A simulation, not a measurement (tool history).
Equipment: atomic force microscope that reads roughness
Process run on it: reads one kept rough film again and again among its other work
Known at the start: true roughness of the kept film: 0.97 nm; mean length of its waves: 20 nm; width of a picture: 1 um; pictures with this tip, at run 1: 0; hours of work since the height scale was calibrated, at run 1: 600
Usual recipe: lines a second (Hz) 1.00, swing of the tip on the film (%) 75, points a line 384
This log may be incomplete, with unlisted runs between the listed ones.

run    hour  lines a second (Hz)  swing of the tip on the film (%)  points a line  pictures with this tip  hours of work since the height scale was calibrated  roughness of the kept film (nm (root mean square))
  1     0.0                 1.00                                75            384                       0                                                  600                                               0.867
  2    73.6                 1.00                                75            384                     107                                                  638                                               0.866
  3   113.5                 3.21                                75            384                     165                                                  658                                               0.792
  4   148.2                 3.21                                75            384                     216                                                  676                                               0.789
      186.4  -- new tip fitted
  5   221.5                 3.21                                75            384                      51                                                  713                                               0.788
  6   258.3                 3.21                                75            384                     105                                                  732                                               0.789
  7   320.3                 3.21                                75            384                     195                                                  763                                               0.788
  8   352.6                 1.00                                75            384                     242                                                  780                                               0.872
      368.8  -- new tip fitted
  9   423.9                 1.00                                75            384                      80                                                  816                                               0.873
 10   464.8                 1.00                                75            384                     139                                                  837                                               0.873
 11   541.7                 1.00                                75            384                     251                                                  876                                               0.859
      552.7  -- new tip fitted
 12   584.8                 1.00                                75            384                      47                                                  898                                               0.873
 13   647.1                 1.00                                75            384                     137                                                  930                                               0.866
 14   704.3                 1.00                                75            384                     220                                                  959                                               0.864
      733.5  -- new tip fitted
 15   781.3                 1.00                                75            384                      70                                                  998                                               0.872
 16   841.4                 1.00                                75            384                     157                                                 1028                                               0.868
 17   894.6                 1.00                                75            384                     234                                                 1056                                               0.871
      915.9  -- new tip fitted
 18   966.2                 2.08                                73            384                      73                                                 1092                                               0.833
 19  1010.0                 2.08                                73            384                     136                                                 1114                                               0.835
 20  1084.7                 1.12                                76            384                     245                                                 1152                                               0.855
     1103.0  -- new tip fitted
 21  1158.6                 1.12                                76            384                      81                                                 1190                                               0.864
 22  1234.9                 1.00                                80            384                     191                                                 1229                                               0.857
     1283.8  -- new tip fitted
 23  1293.7                 1.00                                80            384                      14                                                 1258                                               0.868
 24  1370.3                 1.00                                72            384                     125                                                 1297                                               0.877
 25  1436.8                 3.47                                55            821                     222                                                 1331                                               0.878
     1465.0  -- new tip fitted
 26  1504.8                 1.75                                64            475                      58                                                 1366                                               0.874
 27  1562.6                 1.75                                64            475                     142                                                 1395                                               0.874
 28  1617.6                 1.75                                64            475                     222                                                 1423                                               0.876
     1648.7  -- new tip fitted
 29  1651.1                 1.75                                64            495                       3                                                 1440                                               0.875
 30  1720.3                 1.75                                64            495                     104                                                 1475                                               0.875

Hidden state at the last listed run before each entry between runs and at the first one after, where it differs:
Logged between run 4 and run 5: new tip fitted (hour 186.4)
  radius of the tip, nm: 5.4 -> 5.1
Logged between run 8 and run 9: new tip fitted (hour 368.8)
  radius of the tip, nm: 5.5 -> 5.2
Logged between run 11 and run 12: new tip fitted (hour 552.7)
  radius of the tip, nm: 5.5 -> 5.1
Logged between run 14 and run 15: new tip fitted (hour 733.5)
  radius of the tip, nm: 5.5 -> 5.2
Logged between run 17 and run 18: new tip fitted (hour 915.9)
  radius of the tip, nm: 5.5 -> 5.2
Logged between run 20 and run 21: new tip fitted (hour 1103.0)
  radius of the tip, nm: 5.5 -> 5.2
Logged between run 22 and run 23: new tip fitted (hour 1283.8)
  radius of the tip, nm: 5.4 -> 5
Logged between run 25 and run 26: new tip fitted (hour 1465.0)
  radius of the tip, nm: 5.5 -> 5.1
Logged between run 28 and run 29: new tip fitted (hour 1648.7)
  radius of the tip, nm: 5.5 -> 5
